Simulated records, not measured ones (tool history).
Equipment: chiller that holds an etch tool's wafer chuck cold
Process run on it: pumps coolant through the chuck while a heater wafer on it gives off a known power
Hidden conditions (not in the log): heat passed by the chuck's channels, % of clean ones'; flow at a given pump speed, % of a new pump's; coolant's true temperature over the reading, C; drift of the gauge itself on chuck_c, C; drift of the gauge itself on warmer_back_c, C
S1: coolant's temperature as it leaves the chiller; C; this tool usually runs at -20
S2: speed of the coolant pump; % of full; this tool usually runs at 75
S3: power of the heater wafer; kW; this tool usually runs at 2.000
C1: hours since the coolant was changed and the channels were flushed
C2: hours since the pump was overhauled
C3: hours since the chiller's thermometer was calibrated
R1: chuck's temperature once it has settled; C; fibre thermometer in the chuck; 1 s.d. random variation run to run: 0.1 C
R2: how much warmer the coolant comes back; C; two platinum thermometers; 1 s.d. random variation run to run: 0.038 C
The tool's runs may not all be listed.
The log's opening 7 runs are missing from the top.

run 8 hour=1054.3 | S1=-20 S2=75 S3=2.474 | C1=1580 C2=2906 C3=2106 | R1=11.1 R2=10.58
run 9 hour=1136.8 | S1=-20 S2=75 S3=2.474 | C1=1662 C2=2988 C3=2188 | R1=11.3 R2=10.66
run 10 hour=1307.2 | S1=-20 S2=75 S3=2.000 | C1=1833 C2=3158 C3=2358 | R1=5.3 R2=8.66
run 11 hour=1427.0 | S1=-20 S2=75 S3=2.000 | C1=1953 C2=3278 C3=2478 | R1=5.5 R2=8.72
run 12 hour=1522.5 | S1=-20 S2=75 S3=1.268 | C1=2048 C2=3374 C3=2574 | R1=-4.1 R2=5.48
run 13 hour=1655.2 | S1=-20 S2=75 S3=2.000 | C1=2181 C2=3507 C3=2707 | R1=5.6 R2=8.75
run 14 hour=1849.2 | S1=-20 S2=75 S3=2.000 | C1=2375 C2=3701 C3=2901 | R1=6.0 R2=8.80
-- hour=2024.4 chiller's thermometer calibrated
run 15 hour=2024.4 | S1=-20 S2=75 S3=2.000 | C1=2549 C2=3875 C3=0 | R1=6.8 R2=8.84
run 16 hour=2181.7 | S1=-20 S2=75 S3=2.000 | C1=2706 C2=4032 C3=157 | R1=6.6 R2=8.89
run 17 hour=2333.3 | S1=-20 S2=75 S3=2.000 | C1=2858 C2=4184 C3=309 | R1=7.0 R2=8.90
run 18 hour=2455.2 | S1=-20 S2=75 S3=2.000 | C1=2980 C2=4305 C3=431 | R1=7.0 R2=8.90
run 19 hour=2650.3 | S1=-22 S2=86 S3=2.000 | C1=3175 C2=4501 C3=626 | R1=2.5 R2=7.80
run 20 hour=2840.5 | S1=-22 S2=86 S3=2.000 | C1=3365 C2=4691 C3=816 | R1=2.7 R2=7.83
-- hour=2878.2 coolant changed, channels flushed
run 21 hour=2984.3 | S1=-19 S2=68 S3=1.240 | C1=106 C2=4829 C3=954 | R1=-2.0 R2=6.26
run 22 hour=3148.4 | S1=-22 S2=99 S3=2.098 | C1=270 C2=4993 C3=1118 | R1=-0.8 R2=7.11
run 23 hour=3311.0 | S1=-22 S2=99 S3=2.098 | C1=433 C2=5155 C3=1281 | R1=-0.6 R2=7.17
run 24 hour=3457.5 | S1=-22 S2=99 S3=2.098 | C1=579 C2=5302 C3=1427 | R1=-0.4 R2=7.18
-- hour=3554.1 coolant pump overhauled
run 25 hour=3566.1 | S1=-15 S2=75 S3=1.056 | C1=683 C2=12 C3=1531 | R1=-2.9 R2=4.21
run 26 hour=3741.5 | S1=-11 S2=70 S3=2.000 | C1=858 C2=187 C3=1706 | R1=13.8 R2=8.66
run 27 hour=3838.0 | S1=-11 S2=75 S3=2.000 | C1=955 C2=284 C3=1803 | R1=12.4 R2=8.00
run 28 hour=4005.1 | S1=-27 S2=82 S3=2.325 | C1=1122 C2=451 C3=1970 | R1=-1.6 R2=8.55

What does the tool deliver on the next run?
run 29 hour=4178.9 | S1=-13 S2=84 S3=2.000 | C1=1296 C2=625 C3=2144 | R1=? R2=?

R1: 8.3 C
R2: 7.18 C
The same run, on a tool lacking any hidden state, would have yielded R1 7.9 C, R2 7.03 C.
